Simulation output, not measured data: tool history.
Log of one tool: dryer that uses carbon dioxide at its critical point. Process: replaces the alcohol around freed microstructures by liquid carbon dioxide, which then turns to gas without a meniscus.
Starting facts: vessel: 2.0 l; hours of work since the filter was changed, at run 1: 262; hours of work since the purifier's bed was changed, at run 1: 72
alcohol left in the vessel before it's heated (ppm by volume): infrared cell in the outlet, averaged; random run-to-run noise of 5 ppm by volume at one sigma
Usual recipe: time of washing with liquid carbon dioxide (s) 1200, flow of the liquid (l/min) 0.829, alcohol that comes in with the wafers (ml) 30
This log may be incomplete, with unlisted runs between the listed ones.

run,day,time of washing with liquid carbon dioxide (s),flow of the liquid (l/min),alcohol that comes in with the wafers (ml),hours of work since the filter was changed,hours of work since the purifier's bed was changed,alcohol left in the vessel before it's heated (ppm by volume)
1,0.000,1200,0.829,30,262,72,77
2,0.817,1200,0.829,30,267,78,71
3,1.475,1200,0.829,30,272,83,79
4,2.129,1200,0.829,30,277,88,81
5,2.608,1200,0.829,30,280,91,90
6,3.392,1200,0.829,30,286,97,80
7,3.912,1740,0.829,30,290,101,47
8,4.312,1200,0.714,34,293,103,149
9,4.717,1020,0.829,81,296,106,320
10,5.262,1020,0.829,81,300,110,309
11,5.742,1020,0.829,81,303,114,316

Selected run-to-run steps in alcohol left in the vessel before it's heated (ppm by volume), each split into two signed amounts: the part the tool would show with no hidden state at all (from settings, incoming material and random variation), and the remainder, which goes to the hidden state together with any gauge scatter not common to the measured and the hidden-state-free results:
What the log doesn't record here: flow that reaches the vessel past the clogged filter, %; alcohol in the recycled carbon dioxide, ppm; drift of the gauge itself on alcohol_ppm, %.
Run 8 -> 9: time of washing with liquid carbon dioxide (s) 1200 -> 1020, flow of the liquid (l/min) 0.714 -> 0.829, alcohol that comes in with the wafers (ml) 34 -> 81. alcohol left in the vessel before it's heated (ppm by volume) +171: hidden state +44, all else +127.
